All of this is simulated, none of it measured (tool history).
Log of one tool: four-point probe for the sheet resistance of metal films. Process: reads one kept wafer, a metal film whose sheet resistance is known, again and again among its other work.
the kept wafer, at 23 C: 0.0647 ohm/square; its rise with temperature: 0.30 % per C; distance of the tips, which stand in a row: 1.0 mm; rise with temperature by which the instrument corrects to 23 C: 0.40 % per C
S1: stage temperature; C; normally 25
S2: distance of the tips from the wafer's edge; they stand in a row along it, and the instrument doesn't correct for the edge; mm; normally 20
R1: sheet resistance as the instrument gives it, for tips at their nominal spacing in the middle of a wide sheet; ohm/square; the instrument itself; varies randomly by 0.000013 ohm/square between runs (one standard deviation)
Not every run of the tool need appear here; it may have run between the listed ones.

run,hour,S1,S2,R1
1,0,25,20,0.064432
2,15.1,25,40,0.064383
3,27.4,25,26,0.064425
4,40.3,25,26,0.064401
5,56.3,25,26,0.064397
6,76.6,21,20,0.064681
7,88.1,21,20,0.06468
8,100.5,29,20,0.064155
9,113.1,29,20,0.064156
10,133.4,29,20,0.064167
11,143.3,25,20,0.064389
12,156.8,25,20,0.06441
13,174.7,25,20,0.064389
14,186.4,25,40,0.064342
15,202.5,25,40,0.064313
# hour 204.4: stage's thermometer calibrated
16,217.9,25,20,0.064403
17,237.7,25,4,0.066398
18,252.7,25,4,0.066394
19,264.7,25,4,0.066376
20,280.5,25,4,0.066379
# hour 288.1: stage's thermometer calibrated, once more
21,296.7,25,4,0.066352
22,305.2,34,20,0.0638
23,323.4,25,20,0.064331
24,338.9,30,10,0.064257
25,355.9,18,26,0.064734
26,374.5,32,11,0.064085
27,391.8,25,46,0.064254
28,408.6,25,11,0.064549
29,429.2,25,11,0.064519
30,446.9,23,3,0.067943
31,460.7,21,9,0.064889
32,475.9,21,9,0.06488
33,496.5,24,19,0.064361
34,516.8,23,21,0.0644
35,529.5,18,11,0.064939
36,549.8,30,20,0.063976
37,567.7,18,27,0.064696
38,586.9,18,19,0.064697
39,603.8,18,19,0.064724
40,622.7,26,22,0.064158
41,639.2,35,15,0.063739
42,657,29,15,0.064072
43,666.4,31,11,0.064089
44,677.2,32,19,0.063809
45,694.2,32,19,0.063829

Pick out some run-to-run changes in R1. Of each, how much would a tool without hidden state show as well, from the settings, what came in and chance, and how much is left for the hidden state and any gauge scatter not in both results compared?
Unlogged tool condition in this case: inner tips' distance over the nominal, %; tips' flats over new ones', %; wafer's true temperature over the reading, C; drift of the gauge itself on sheet_ohm, %.
Run 16 -> 17: S2 20 -> 4. R1 +0.001995 ohm/square: hidden state -0.000013, all else +0.002008.
Run 20 -> 21: stage's thermometer calibrated, once more. R1 -0.000027 ohm/square: hidden state -0.000026, all else -0.000001.
Run 21 -> 22: S1 25 -> 34, S2 4 -> 20. R1 -0.002552 ohm/square: hidden state +0.00001, all else -0.002562.
Run 29 -> 30: S1 25 -> 23, S2 11 -> 3. R1 +0.003424 ohm/square: hidden state -0.000021, all else +0.003445.
Run 30 -> 31: S1 23 -> 21, S2 3 -> 9. R1 -0.003054 ohm/square: hidden state +0.000012, all else -0.003066.

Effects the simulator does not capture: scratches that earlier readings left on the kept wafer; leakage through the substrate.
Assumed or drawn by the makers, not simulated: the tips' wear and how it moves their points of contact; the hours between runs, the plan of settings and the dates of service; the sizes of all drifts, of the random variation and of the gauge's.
